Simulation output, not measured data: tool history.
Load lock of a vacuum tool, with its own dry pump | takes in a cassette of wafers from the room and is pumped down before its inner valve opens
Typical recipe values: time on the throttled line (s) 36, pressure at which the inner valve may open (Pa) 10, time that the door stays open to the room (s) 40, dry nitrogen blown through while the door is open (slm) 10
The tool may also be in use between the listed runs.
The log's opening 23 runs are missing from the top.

run    hour  time on the throttled line (s)  pressure at which the inner valve may open (Pa)  time that the door stays open to the room (s)  dry nitrogen blown through while the door is open (slm)  incoming humidity of the room's air, %  time from the closed door until the inner valve may open (s)  rise of the pressure with all valves shut (Pa/min)
 24  5596.9                              26                                               11                                             45                                                        7                                    43.1                                                          55.6                                               0.136
 25  5841.3                              26                                               11                                             45                                                        7                                    43.8                                                          55.5                                               0.144
 26  5992.8                              43                                               13                                             40                                                       18                                    44.1                                                          66.9                                               0.128
 27  6221.7                              40                                               13                                             92                                                       18                                    43.4                                                          65.1                                               0.145
 28  6436.2                              40                                               13                                             92                                                       18                                    45.5                                                          64.6                                               0.154
 29  6731.7                              40                                               13                                             92                                                       18                                    41.3                                                          65.6                                               0.147
 30  6866.1                              34                                               10                                             40                                                        5                                    43.6                                                          62.2                                               0.153
 31  7173.6                              64                                                9                                             40                                                        6                                    43.6                                                          83.8                                               0.152
 32  7423.9                              64                                               14                                             40                                                        6                                    45.1                                                          83.6                                               0.165
 33  7656.7                              41                                               11                                             40                                                       30                                    43.2                                                          66.3                                               0.125
 34  7937.7                              36                                                9                                             40                                                       10                                      52                                                          64.7                                               0.155
 35    8213                              64                                                9                                             40                                                        4                                    43.7                                                          85.3                                               0.173
 36  8465.5                              64                                                9                                             40                                                        4                                    44.8                                                          85.1                                               0.172

3 ways to go on from here, each from the tool as it stands after run 36. What would each give?
  A  8678.1                              51                                               16                                             40                                                       13                                    48.2                                                             ?                                                   ?
  B  8678.1                              46                                                9                                             40                                                        4                                      46                                                             ?                                                   ?
  C  8678.1                              69                                               15                                             66                                                        4                                    45.1                                                             ?                                                   ?

run  time from the closed door until the inner valve may open (s)  rise of the pressure with all valves shut (Pa/min)
  A                                                          73.2                                               0.163
  B                                                          71.8                                               0.177
  C                                                          86.6                                               0.187
Take away the tool's hidden state, keep each run's random variation, and the runs would have read:
run  time from the closed door until the inner valve may open (s)  rise of the pressure with all valves shut (Pa/min)
  A                                                          70.9                                               0.054
  B                                                          69.1                                               0.067
  C                                                          84.7                                               0.079
